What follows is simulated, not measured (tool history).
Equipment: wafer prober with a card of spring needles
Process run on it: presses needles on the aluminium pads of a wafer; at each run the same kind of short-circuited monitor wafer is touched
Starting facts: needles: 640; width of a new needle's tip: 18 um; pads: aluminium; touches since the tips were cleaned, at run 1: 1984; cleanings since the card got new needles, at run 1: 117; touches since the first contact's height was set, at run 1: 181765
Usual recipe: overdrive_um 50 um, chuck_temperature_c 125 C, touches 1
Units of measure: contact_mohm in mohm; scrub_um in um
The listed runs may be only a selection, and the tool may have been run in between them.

run	day	overdrive_um	chuck_temperature_c	touches	touches since the tips were cleaned	cleanings since the card got new needles	touches since the first contact's height was set	contact_mohm	scrub_um
1	0	50	125	1	1984	117	181765	215	9.13
# day 0.3: tips cleaned on abrasive film
# day 0.796: tips cleaned on abrasive film
# day 1.296: tips cleaned on abrasive film
# day 1.792: tips cleaned on abrasive film
2	1.962	50	125	1	1860	121	203002	210	8.94
# day 2.262: tips cleaned on abrasive film
# day 2.758: tips cleaned on abrasive film
# day 3.258: tips cleaned on abrasive film
# day 3.271: height of the first contact set anew
# day 3.696: tips cleaned on abrasive film
3	3.696	50	125	1	0	125	4631	184	8.65
# day 4.196: tips cleaned on abrasive film
# day 4.692: tips cleaned on abrasive film
# day 5.188: tips cleaned on abrasive film
# day 5.688: tips cleaned on abrasive film
# day 6.083: tips cleaned on abrasive film
# day 6.583: tips cleaned on abrasive film
# day 7.079: tips cleaned on abrasive film
4	7.175	50	125	1	1066	132	42299	203	8.61
# day 7.575: tips cleaned on abrasive film
# day 8.071: tips cleaned on abrasive film
# day 8.571: tips cleaned on abrasive film
# day 8.779: height of the first contact set anew, once more
# day 9.079: tips cleaned on abrasive film
5	9.258	61	125	1	1971	136	5200	197	12.01
# day 9.558: tips cleaned on abrasive film
# day 9.958: tips cleaned on abrasive film
# day 10.454: tips cleaned on abrasive film
# day 10.954: tips cleaned on abrasive film
# day 11.45: tips cleaned on abrasive film
# day 11.946: tips cleaned on abrasive film
6	12.304	61	125	1	3875	142	38141	211	11.84
# day 12.404: tips cleaned on abrasive film
# day 12.904: tips cleaned on abrasive film
# day 13.4: tips cleaned on abrasive film
# day 13.871: tips cleaned on abrasive film
7	13.871	69	125	1	0	146	55079	175	13.44
# day 14.367: tips cleaned on abrasive film
# day 14.867: tips cleaned on abrasive film
# day 15.262: tips cleaned on abrasive film
# day 15.762: tips cleaned on abrasive film
8	15.992	69	125	1	2518	150	78052	194	13.42
# day 16.192: tips cleaned on abrasive film
# day 16.692: tips cleaned on abrasive film
# day 17.188: tips cleaned on abrasive film
# day 17.683: tips cleaned on abrasive film
9	17.858	69	125	1	1890	154	98243	191	13.16
# day 18.158: tips cleaned on abrasive film
# day 18.658: card fitted with new needles
# day 19.154: tips cleaned on abrasive film
# day 19.554: tips cleaned on abrasive film
# day 20.05: tips cleaned on abrasive film
# day 20.55: tips cleaned on abrasive film
10	20.65	69	125	1	1126	4	21580	178	13.55
# day 20.95: tips cleaned on abrasive film
# day 21.446: tips cleaned on abrasive film
# day 21.946: tips cleaned on abrasive film
# day 22.442: tips cleaned on abrasive film
# day 22.938: tips cleaned on abrasive film
# day 23.438: tips cleaned on abrasive film
# day 23.875: tips cleaned on abrasive film
11	23.875	50	103	1	0	11	56434	176	9.65
# day 24.371: tips cleaned on abrasive film
# day 24.867: tips cleaned on abrasive film
# day 25.367: tips cleaned on abrasive film
# day 25.862: tips cleaned on abrasive film
# day 26.262: tips cleaned on abrasive film
# day 26.758: tips cleaned on abrasive film
# day 27.242: tips cleaned on abrasive film
12	27.242	50	125	1	0	18	92901	181	9.58
# day 27.742: tips cleaned on abrasive film
# day 28.238: tips cleaned on abrasive film
# day 28.733: tips cleaned on abrasive film
# day 29.233: tips cleaned on abrasive film
# day 29.729: tips cleaned on abrasive film
13	29.762	34	125	3	367	23	120181	193	6.18
# day 30.162: tips cleaned on abrasive film
# day 30.558: tips cleaned on abrasive film
# day 31.058: tips cleaned on abrasive film
# day 31.554: tips cleaned on abrasive film
14	31.75	50	125	2	2149	27	141706	195	9.11
# day 32.05: tips cleaned on abrasive film
# day 32.55: tips cleaned on abrasive film
# day 33.046: tips cleaned on abrasive film
# day 33.542: tips cleaned on abrasive film
# day 34.042: tips cleaned on abrasive film
# day 34.438: tips cleaned on abrasive film
# day 34.938: tips cleaned on abrasive film
# day 35.333: tips cleaned on abrasive film
15	35.596	66	100	2	2842	35	183304	177	12.1
# day 35.796: tips cleaned on abrasive film
# day 36.292: tips cleaned on abrasive film
# day 36.792: tips cleaned on abrasive film
# day 37.288: tips cleaned on abrasive film
# day 37.783: tips cleaned on abrasive film
# day 38.283: tips cleaned on abrasive film
16	38.662	30	39	2	4152	41	216524	272	5.18
# day 38.767: tips cleaned on abrasive film
# day 38.779: height of the first contact set anew
# day 39.175: tips cleaned on abrasive film
# day 39.675: tips cleaned on abrasive film
# day 40.171: tips cleaned on abrasive film
# day 40.667: tips cleaned on abrasive film
# day 41.117: tips cleaned on abrasive film
17	41.117	30	30	2	0	47	25282	176	5.89
# day 41.612: tips cleaned on abrasive film
# day 42.108: tips cleaned on abrasive film
# day 42.604: tips cleaned on abrasive film
# day 43.104: tips cleaned on abrasive film
# day 43.6: tips cleaned on abrasive film
# day 44.096: tips cleaned on abrasive film
18	44.417	30	30	2	3495	53	61072	244	5.76
# day 44.521: tips cleaned on abrasive film
# day 45.017: tips cleaned on abrasive film
# day 45.517: tips cleaned on abrasive film
# day 46.012: tips cleaned on abrasive film
19	46.225	50	116	1	2331	57	80626	207	9.38
# day 46.425: tips cleaned on abrasive film
# day 46.925: tips cleaned on abrasive film
# day 47.321: tips cleaned on abrasive film
# day 47.821: tips cleaned on abrasive film
# day 48.317: tips cleaned on abrasive film
# day 48.812: tips cleaned on abrasive film
20	49.162	62	68	2	3789	63	112402	178	11.83
# day 49.262: tips cleaned on abrasive film
# day 49.662: tips cleaned on abrasive film
# day 50.158: tips cleaned on abrasive film
# day 50.658: tips cleaned on abrasive film
# day 51.154: tips cleaned on abrasive film
# day 51.65: tips cleaned on abrasive film
# day 52.15: tips cleaned on abrasive film
21	52.25	62	68	2	1111	70	145808	171	11.77
# day 52.55: tips cleaned on abrasive film
# day 53.05: tips cleaned on abrasive film
# day 53.546: tips cleaned on abrasive film
# day 53.946: tips cleaned on abrasive film
# day 54.442: tips cleaned on abrasive film
# day 54.938: tips cleaned on abrasive film
22	55.208	67	68	2	2965	76	177840	176	12.71
# day 55.412: tips cleaned on abrasive film
# day 55.808: tips cleaned on abrasive film
# day 56.308: tips cleaned on abrasive film
# day 56.804: tips cleaned on abrasive film
# day 57.3: tips cleaned on abrasive film
# day 57.767: tips cleaned on abrasive film
23	57.767	67	44	2	0	82	205499	161	12.58

Predict each of these 3 candidate next runs independently; none follows another, all start after run 23:
# day 58.267: tips cleaned on abrasive film
# day 58.762: tips cleaned on abrasive film
# day 58.875: height of the first contact set anew
# day 59.271: tips cleaned on abrasive film
# day 59.771: tips cleaned on abrasive film
# day 60.267: tips cleaned on abrasive film
# day 60.762: tips cleaned on abrasive film
# day 61.262: tips cleaned on abrasive film
A	61.45	57	109	2	2071	89	27908	?	?
# day 58.267: tips cleaned on abrasive film
# day 58.762: tips cleaned on abrasive film
# day 58.875: height of the first contact set anew
# day 59.271: tips cleaned on abrasive film
# day 59.771: tips cleaned on abrasive film
# day 60.267: tips cleaned on abrasive film
# day 60.762: tips cleaned on abrasive film
# day 61.262: tips cleaned on abrasive film
B	61.45	67	69	2	2071	89	27908	?	?
# day 58.267: tips cleaned on abrasive film
# day 58.762: tips cleaned on abrasive film
# day 58.875: height of the first contact set anew
# day 59.271: tips cleaned on abrasive film
# day 59.771: tips cleaned on abrasive film
# day 60.267: tips cleaned on abrasive film
# day 60.762: tips cleaned on abrasive film
# day 61.262: tips cleaned on abrasive film
C	61.45	50	57	1	2071	89	27908	?	?

run	contact_mohm	scrub_um
A	189	11.3
B	174	13.24
C	200	9.77
Take away the tool's hidden state, keep each run's random variation, and the runs would have read:
run	contact_mohm	scrub_um
A	171	11.41
B	161	13.34
C	164	9.87

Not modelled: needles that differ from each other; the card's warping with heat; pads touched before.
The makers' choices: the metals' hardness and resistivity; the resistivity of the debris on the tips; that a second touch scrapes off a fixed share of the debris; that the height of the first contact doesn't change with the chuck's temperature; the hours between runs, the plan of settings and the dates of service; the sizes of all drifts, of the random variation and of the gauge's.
